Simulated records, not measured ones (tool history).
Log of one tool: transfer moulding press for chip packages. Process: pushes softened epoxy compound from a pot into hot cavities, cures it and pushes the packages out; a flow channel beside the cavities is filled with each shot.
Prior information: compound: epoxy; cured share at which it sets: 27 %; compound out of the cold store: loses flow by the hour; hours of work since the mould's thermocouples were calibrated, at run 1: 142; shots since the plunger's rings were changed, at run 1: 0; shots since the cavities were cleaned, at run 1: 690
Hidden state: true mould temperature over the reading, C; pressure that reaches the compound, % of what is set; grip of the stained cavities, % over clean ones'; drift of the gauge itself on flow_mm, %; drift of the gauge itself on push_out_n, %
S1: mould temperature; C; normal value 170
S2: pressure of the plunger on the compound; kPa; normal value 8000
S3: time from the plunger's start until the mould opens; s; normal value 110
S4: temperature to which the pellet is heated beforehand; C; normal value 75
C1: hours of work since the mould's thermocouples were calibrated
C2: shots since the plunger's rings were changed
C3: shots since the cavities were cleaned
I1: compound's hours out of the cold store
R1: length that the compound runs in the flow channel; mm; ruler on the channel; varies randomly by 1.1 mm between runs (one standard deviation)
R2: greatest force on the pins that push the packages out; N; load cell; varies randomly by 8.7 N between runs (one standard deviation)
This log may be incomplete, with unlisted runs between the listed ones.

run	hour	S1	S2	S3	S4	C1	C2	C3	I1	R1	R2
1	0	170	8000	110	75	142	0	690	20.7	633	708
# hour 8.6: cavities cleaned with cleaning compound and waxed
2	10	170	8000	110	75	149	109	19	45.3	563	397
3	26	170	8000	110	75	161	312	222	44.8	564	505
4	44.2	170	8000	110	75	176	545	455	21.5	630	645
5	57.3	170	8000	110	67	186	713	623	40.9	574	664
# hour 70.4: cavities cleaned with cleaning compound and waxed
6	74.9	170	6560	110	75	198	918	58	23.7	561	437
7	85.4	170	6560	110	75	207	1053	193	17.3	578	523
8	101.5	170	8000	110	75	219	1258	398	9	662	632
9	111.6	170	8000	110	75	227	1387	527	35.3	586	648
10	121.5	170	7380	110	75	235	1513	653	29.8	576	682
# hour 132.1: cavities cleaned with cleaning compound and waxed
11	135.7	170	8000	110	75	245	1676	46	32.2	591	437
12	153.1	170	8000	110	75	258	1899	269	35.8	580	555
13	170.7	170	8000	110	75	272	2124	494	21.9	619	652
14	185.5	170	8000	110	75	283	2312	682	21.4	618	710
# hour 193.9: cavities cleaned with cleaning compound and waxed
# hour 206.8: plunger's sealing rings changed
15	207.7	170	6670	110	80	298	11	145	29.1	556	461
16	217	168	6260	98	68	305	129	263	41.4	515	722
17	228.8	176	7960	110	75	314	281	415	18.1	617	517
18	243.3	176	7960	124	83	325	465	599	23.7	599	552
19	253.5	173	6180	110	72	333	595	729	16.3	556	636
# hour 258.7: cavities cleaned with cleaning compound and waxed
20	264.8	173	6180	110	72	341	722	79	16.3	554	418
21	283.1	163	8000	147	75	355	955	312	36.5	610	582
22	290.9	174	8420	110	75	361	1054	411	23.1	622	556
23	299	174	8420	110	75	368	1158	515	45.8	559	566
24	307.5	168	9790	110	75	374	1267	624	40.6	640	757
25	317.9	168	9790	110	75	382	1399	756	35.9	655	806
# hour 320.1: cavities cleaned with cleaning compound and waxed
26	336.5	170	8000	149	85	396	1619	210	12.1	651	442
27	352	174	8830	106	71	408	1816	407	22.3	637	565
28	366	170	7250	110	70	419	1995	586	12.8	616	701

For each entry between runs, how does the tool's hidden state at the last listed run before it compare with that at the first listed run after it?
Run 1 -> run 2: cavities cleaned with cleaning compound and waxed (hour 8.6)
  true mould temperature over the reading, C: -0.35 -> -0.37; pressure that reaches the compound, % of what is set: 99.96 -> 99.78; grip of the stained cavities, % over clean ones': 78.3 -> 6.1
  measured less the result without the state, R1: +1 -> +0 mm; R2: +317 -> +28 N
Run 5 -> run 6: cavities cleaned with cleaning compound and waxed (hour 70.4)
  true mould temperature over the reading, C: -0.45 -> -0.48; pressure that reaches the compound, % of what is set: 98.77 -> 98.42; grip of the stained cavities, % over clean ones': 76.3 -> 9.9
  measured less the result without the state, R1: -2 -> -3 mm; R2: +293 -> +47 N
Run 10 -> run 11: cavities cleaned with cleaning compound and waxed (hour 132.1)
  true mould temperature over the reading, C: -0.56 -> -0.59; pressure that reaches the compound, % of what is set: 97.37 -> 97.08; grip of the stained cavities, % over clean ones': 75.9 -> 10.6
  measured less the result without the state, R1: -6 -> -7 mm; R2: +301 -> +52 N
Run 14 -> run 15: cavities cleaned with cleaning compound and waxed (hour 193.9); plunger's sealing rings changed (hour 206.8)
  true mould temperature over the reading, C: -0.68 -> -0.72; pressure that reaches the compound, % of what is set: 95.92 -> 99.94; grip of the stained cavities, % over clean ones': 79.5 -> 24.8
  measured less the result without the state, R1: -11 -> +2 mm; R2: +324 -> +103 N
Run 19 -> run 20: cavities cleaned with cleaning compound and waxed (hour 258.7)
  true mould temperature over the reading, C: -0.8 -> -0.82; pressure that reaches the compound, % of what is set: 98.92 -> 98.69; grip of the stained cavities, % over clean ones': 81.9 -> 15.9
  measured less the result without the state, R1: -1 -> -1 mm; R2: +290 -> +65 N
Run 25 -> run 26: cavities cleaned with cleaning compound and waxed (hour 320.1)
  true mould temperature over the reading, C: -0.91 -> -0.94; pressure that reaches the compound, % of what is set: 97.49 -> 97.08; grip of the stained cavities, % over clean ones': 84.5 -> 33.4
  measured less the result without the state, R1: -5 -> -6 mm; R2: +391 -> +111 N
